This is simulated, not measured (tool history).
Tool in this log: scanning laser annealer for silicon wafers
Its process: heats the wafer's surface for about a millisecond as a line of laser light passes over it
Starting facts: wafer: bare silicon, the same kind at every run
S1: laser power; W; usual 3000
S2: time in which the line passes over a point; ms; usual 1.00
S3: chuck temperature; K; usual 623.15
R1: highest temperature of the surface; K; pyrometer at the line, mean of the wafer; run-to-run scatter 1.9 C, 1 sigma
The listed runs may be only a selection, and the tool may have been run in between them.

Run 1, hour 0.0: usual settings. Result: R1 1449.15 K.
Run 2, hour 8.9: usual settings. Result: R1 1447.15 K.
Run 3, hour 18.1: usual settings. Result: R1 1449.15 K.
Run 4, hour 26.2: usual settings but S1 2864 W. Result: R1 1399.15 K.
Run 5, hour 35.1: usual settings but S1 2864 W, S2 0.75 ms. Result: R1 1286.15 K.
Run 6, hour 41.8: usual settings but S3 643.15 K. Result: R1 1467.15 K.
Run 7, hour 50.7: usual settings but S2 1.21 ms. Result: R1 1533.15 K.
Run 8, hour 57.1: usual settings but S2 1.21 ms. Result: R1 1531.15 K.
Run 9, hour 65.6: usual settings but S2 0.97 ms. Result: R1 1431.15 K.
Run 10, hour 75.8: usual settings but S2 0.90 ms. Result: R1 1401.15 K.
Run 11, hour 79.9: usual settings but S2 0.90 ms. Result: R1 1401.15 K.
Run 12, hour 85.4: usual settings but S2 0.74 ms, S3 645.15 K. Result: R1 1346.15 K.
Run 13, hour 91.2: usual settings but S2 0.76 ms. Result: R1 1334.15 K.
Run 14, hour 99.7: usual settings but S1 3122 W, S2 1.09 ms, S3 600.15 K. Result: R1 1509.15 K.
Run 15, hour 103.9: usual settings but S1 2813 W, S2 1.09 ms, S3 637.15 K. Result: R1 1427.15 K.
Run 16, hour 111.2: usual settings but S1 2555 W, S2 0.90 ms, S3 626.15 K. Result: R1 1252.15 K.
Run 17, hour 120.3: usual settings but S1 2880 W, S2 0.73 ms, S3 647.15 K. Result: R1 1307.15 K.
Run 18, hour 130.0: usual settings but S2 0.86 ms, S3 645.15 K. Result: R1 1407.15 K.
Run 19, hour 136.5: usual settings but S3 636.15 K. Result: R1 1459.15 K.
Run 20, hour 144.2: usual settings but S2 1.05 ms, S3 598.15 K. Result: R1 1442.15 K.
Run 21, hour 151.0: usual settings but S1 3169 W, S2 1.24 ms, S3 585.15 K. Result: R1 1577.15 K.

Branching from run 21: 3 alternative next runs. What would each branch give?
Run A, hour 159.8: usual settings but S1 2593 W, S2 1.24 ms, S3 641.15 K. Result: R1 ?.
Run B, hour 159.8: usual settings but S1 3175 W, S3 648.15 K. Result: R1 ?.
Run C, hour 159.8: usual settings but S1 3250 W, S2 0.84 ms, S3 585.15 K. Result: R1 ?.

run       R1
  A  1396.15
  B  1532.15
  C  1419.15
Without the tool's hidden state the same runs would have given:
run       R1
  A  1407.15
  B  1544.15
  C  1430.15

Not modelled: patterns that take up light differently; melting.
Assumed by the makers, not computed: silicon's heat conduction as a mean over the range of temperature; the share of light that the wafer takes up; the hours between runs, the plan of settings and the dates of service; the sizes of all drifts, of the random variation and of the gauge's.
